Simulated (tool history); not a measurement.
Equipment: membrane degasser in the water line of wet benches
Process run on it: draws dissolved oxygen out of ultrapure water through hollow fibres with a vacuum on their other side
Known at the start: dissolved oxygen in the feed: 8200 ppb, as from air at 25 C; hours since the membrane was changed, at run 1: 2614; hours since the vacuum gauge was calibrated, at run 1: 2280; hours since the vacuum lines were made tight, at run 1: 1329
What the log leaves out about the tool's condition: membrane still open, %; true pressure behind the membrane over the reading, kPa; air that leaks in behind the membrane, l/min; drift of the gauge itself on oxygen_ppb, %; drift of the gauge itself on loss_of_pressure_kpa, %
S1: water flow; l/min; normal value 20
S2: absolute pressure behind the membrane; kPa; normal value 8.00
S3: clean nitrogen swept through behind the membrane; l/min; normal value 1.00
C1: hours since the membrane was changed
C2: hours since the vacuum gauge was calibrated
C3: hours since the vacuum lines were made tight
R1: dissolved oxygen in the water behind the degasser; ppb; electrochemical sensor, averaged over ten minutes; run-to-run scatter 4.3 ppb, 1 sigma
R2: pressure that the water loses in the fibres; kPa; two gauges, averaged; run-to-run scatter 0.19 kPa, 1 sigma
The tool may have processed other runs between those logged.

run	hour	S1	S2	S3	C1	C2	C3	R1	R2
1	0.0	20	8.00	1.00	2614	2280	1329	464.1	40.85
2	62.4	21	8.00	1.00	2677	2343	1392	498.9	43.22
3	99.2	21	8.00	1.00	2713	2380	1429	514.5	43.20
4	131.6	21	8.00	1.00	2746	2412	1461	519.7	43.49
5	169.4	21	8.00	1.00	2784	2450	1499	511.9	43.51
6	232.2	21	8.00	1.00	2846	2512	1562	509.5	43.46
7	285.7	21	19.96	1.00	2900	2566	1615	983.5	43.49
8	319.3	21	19.96	1.00	2934	2600	1649	994.8	43.34
9	390.3	21	19.96	1.00	3005	2671	1720	988.6	43.64
10	437.0	21	5.36	1.00	3051	2717	1766	415.0	43.59
11	497.5	21	5.36	1.00	3112	2778	1827	413.0	43.49
12	527.6	22	8.00	1.00	3142	2808	1857	566.7	45.42
13	597.1	14	8.00	1.00	3211	2877	1927	234.3	29.25
14	641.7	14	8.00	1.00	3256	2922	1971	232.3	29.20
15	671.1	14	8.00	1.00	3285	2951	2000	236.6	29.26
16	705.8	20	8.00	1.08	3320	2986	2035	453.9	41.56
17	742.5	20	8.00	1.08	3357	3023	2072	459.2	41.57
18	798.5	20	8.00	1.08	3413	3079	2128	462.8	41.49
# hour 802.9: vacuum gauge calibrated
19	830.8	23	8.00	0.69	3444	28	2160	715.8	48.13
20	860.8	27	8.00	1.80	3475	58	2190	743.1	56.35
21	923.7	27	8.00	1.80	3537	121	2253	745.8	56.42
22	965.3	14	7.25	0.69	3579	162	2294	274.2	29.27
# hour 994.4: vacuum gauge calibrated, once more
23	1006.2	14	7.25	0.69	3619	12	2335	258.8	29.42
24	1071.1	14	7.25	0.69	3684	77	2399	255.9	29.49
25	1115.4	14	7.25	2.69	3729	121	2444	127.7	29.24
26	1177.5	20	14.19	1.91	3791	183	2506	518.2	41.70
27	1238.6	20	14.19	1.91	3852	244	2567	513.4	41.58
28	1304.0	20	7.40	1.20	3917	310	2632	428.0	42.21
29	1334.4	25	17.80	2.26	3948	340	2663	829.4	52.53
30	1399.9	25	17.80	2.26	4013	405	2728	828.8	52.57
31	1454.4	25	17.80	1.57	4068	460	2783	964.9	52.31
32	1493.8	25	17.80	1.57	4107	499	2822	948.7	52.70

Some steps in R1, run to run, broken into two amounts with sign: the step expected even without the hidden condition (settings, incoming material, random variation), and the rest, left for the hidden condition together with whatever gauge scatter is not in both the measured and the hidden-condition-free result:
Run 6 -> 7: S2 8.00 -> 19.96. R1 +474.0 ppb: hidden state -0.2, all else +474.2.
Run 9 -> 10: S2 19.96 -> 5.36. R1 -573.6 ppb: hidden state +3.7, all else -577.3.
Run 12 -> 13: S1 22 -> 14. R1 -332.4 ppb: hidden state -30.8, all else -301.6.
Run 21 -> 22: S1 27 -> 14, S2 8.00 -> 7.25, S3 1.80 -> 0.69. R1 -471.6 ppb: hidden state -47.7, all else -423.9.
Run 25 -> 26: S1 14 -> 20, S2 7.25 -> 14.19, S3 2.69 -> 1.91. R1 +390.5 ppb: hidden state +28.9, all else +361.6.
